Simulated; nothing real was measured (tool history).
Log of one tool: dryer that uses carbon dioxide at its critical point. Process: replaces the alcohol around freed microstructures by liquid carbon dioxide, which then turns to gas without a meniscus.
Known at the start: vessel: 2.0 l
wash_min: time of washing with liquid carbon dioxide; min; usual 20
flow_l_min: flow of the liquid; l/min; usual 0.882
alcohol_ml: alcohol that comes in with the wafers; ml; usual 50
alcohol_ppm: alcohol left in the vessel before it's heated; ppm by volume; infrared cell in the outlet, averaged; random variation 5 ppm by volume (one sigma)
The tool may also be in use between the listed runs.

{"run": 1, "hour": 0.0, "wash_min": 20, "flow_l_min": 0.882, "alcohol_ml": 50, "alcohol_ppm": 19}
{"run": 2, "hour": 10.3, "wash_min": 20, "flow_l_min": 1.119, "alcohol_ml": 50, "alcohol_ppm": 11}
{"run": 3, "hour": 24.4, "wash_min": 25, "flow_l_min": 1.119, "alcohol_ml": 50, "alcohol_ppm": 2}
{"run": 4, "hour": 40.8, "wash_min": 20, "flow_l_min": 0.882, "alcohol_ml": 50, "alcohol_ppm": 25}
{"run": 5, "hour": 54.8, "wash_min": 20, "flow_l_min": 0.882, "alcohol_ml": 50, "alcohol_ppm": 20}
{"run": 6, "hour": 69.6, "wash_min": 20, "flow_l_min": 0.882, "alcohol_ml": 50, "alcohol_ppm": 20}
{"run": 7, "hour": 81.1, "wash_min": 20, "flow_l_min": 1.351, "alcohol_ml": 50, "alcohol_ppm": 0}
{"run": 8, "hour": 96.1, "wash_min": 20, "flow_l_min": 1.351, "alcohol_ml": 50, "alcohol_ppm": 11}
{"run": 9, "hour": 112.6, "wash_min": 20, "flow_l_min": 1.351, "alcohol_ml": 50, "alcohol_ppm": 16}
{"run": 10, "hour": 129.8, "wash_min": 20, "flow_l_min": 1.351, "alcohol_ml": 50, "alcohol_ppm": 10}
{"run": 11, "hour": 146.3, "wash_min": 20, "flow_l_min": 1.351, "alcohol_ml": 50, "alcohol_ppm": 5}
{"run": 12, "hour": 154.8, "wash_min": 20, "flow_l_min": 1.351, "alcohol_ml": 50, "alcohol_ppm": 6}
{"run": 13, "hour": 163.4, "wash_min": 20, "flow_l_min": 1.351, "alcohol_ml": 50, "alcohol_ppm": 17}
{"run": 14, "hour": 170.6, "wash_min": 20, "flow_l_min": 0.882, "alcohol_ml": 50, "alcohol_ppm": 23}
{"run": 15, "hour": 182.0, "wash_min": 25, "flow_l_min": 0.882, "alcohol_ml": 50, "alcohol_ppm": 14}
{"run": 16, "hour": 189.7, "wash_min": 17, "flow_l_min": 0.882, "alcohol_ml": 50, "alcohol_ppm": 47}
{"run": 17, "hour": 204.1, "wash_min": 17, "flow_l_min": 0.882, "alcohol_ml": 50, "alcohol_ppm": 59}
{"run": 18, "hour": 217.9, "wash_min": 20, "flow_l_min": 0.668, "alcohol_ml": 50, "alcohol_ppm": 100}
{"run": 19, "hour": 227.2, "wash_min": 17, "flow_l_min": 0.882, "alcohol_ml": 21, "alcohol_ppm": 35}
{"run": 20, "hour": 238.6, "wash_min": 25, "flow_l_min": 0.864, "alcohol_ml": 97, "alcohol_ppm": 23}
{"run": 21, "hour": 249.6, "wash_min": 25, "flow_l_min": 0.81, "alcohol_ml": 65, "alcohol_ppm": 34}
{"run": 22, "hour": 266.2, "wash_min": 25, "flow_l_min": 0.81, "alcohol_ml": 65, "alcohol_ppm": 25}
{"run": 23, "hour": 280.0, "wash_min": 12, "flow_l_min": 0.882, "alcohol_ml": 50, "alcohol_ppm": 308}
{"run": 24, "hour": 289.4, "wash_min": 14, "flow_l_min": 1.397, "alcohol_ml": 31, "alcohol_ppm": 19}
{"run": 25, "hour": 301.0, "wash_min": 14, "flow_l_min": 0.687, "alcohol_ml": 31, "alcohol_ppm": 302}
{"run": 26, "hour": 308.4, "wash_min": 20, "flow_l_min": 0.925, "alcohol_ml": 50, "alcohol_ppm": 23}
{"run": 27, "hour": 324.9, "wash_min": 18, "flow_l_min": 0.882, "alcohol_ml": 29, "alcohol_ppm": 28}
{"run": 28, "hour": 335.8, "wash_min": 13, "flow_l_min": 0.561, "alcohol_ml": 29, "alcohol_ppm": 752}
{"run": 29, "hour": 343.5, "wash_min": 20, "flow_l_min": 0.556, "alcohol_ml": 107, "alcohol_ppm": 584}
{"run": 30, "hour": 350.5, "wash_min": 20, "flow_l_min": 1.109, "alcohol_ml": 94, "alcohol_ppm": 17}
{"run": 31, "hour": 365.4, "wash_min": 20, "flow_l_min": 1.109, "alcohol_ml": 94, "alcohol_ppm": 21}
{"run": 32, "hour": 380.8, "wash_min": 20, "flow_l_min": 1.109, "alcohol_ml": 94, "alcohol_ppm": 18}
{"run": 33, "hour": 394.6, "wash_min": 20, "flow_l_min": 1.109, "alcohol_ml": 94, "alcohol_ppm": 13}
{"run": 34, "hour": 409.1, "wash_min": 20, "flow_l_min": 0.587, "alcohol_ml": 115, "alcohol_ppm": 502}
{"run": 35, "hour": 421.6, "wash_min": 14, "flow_l_min": 0.65, "alcohol_ml": 21, "alcohol_ppm": 271}

3 ways to go on from here, each from the tool as it stands after run 35. What would each give?
{"run": "A", "hour": 437.6, "wash_min": 17, "flow_l_min": 0.617, "alcohol_ml": 105, "alcohol_ppm": "?"}
{"run": "B", "hour": 437.6, "wash_min": 20, "flow_l_min": 1.013, "alcohol_ml": 50, "alcohol_ppm": "?"}
{"run": "C", "hour": 437.6, "wash_min": 30, "flow_l_min": 0.882, "alcohol_ml": 50, "alcohol_ppm": "?"}

run=A alcohol_ppm=765
run=B alcohol_ppm=19
run=C alcohol_ppm=11
Without the tool's hidden state the same runs would have given:
run=A alcohol_ppm=542
run=B alcohol_ppm=7
run=C alcohol_ppm=2

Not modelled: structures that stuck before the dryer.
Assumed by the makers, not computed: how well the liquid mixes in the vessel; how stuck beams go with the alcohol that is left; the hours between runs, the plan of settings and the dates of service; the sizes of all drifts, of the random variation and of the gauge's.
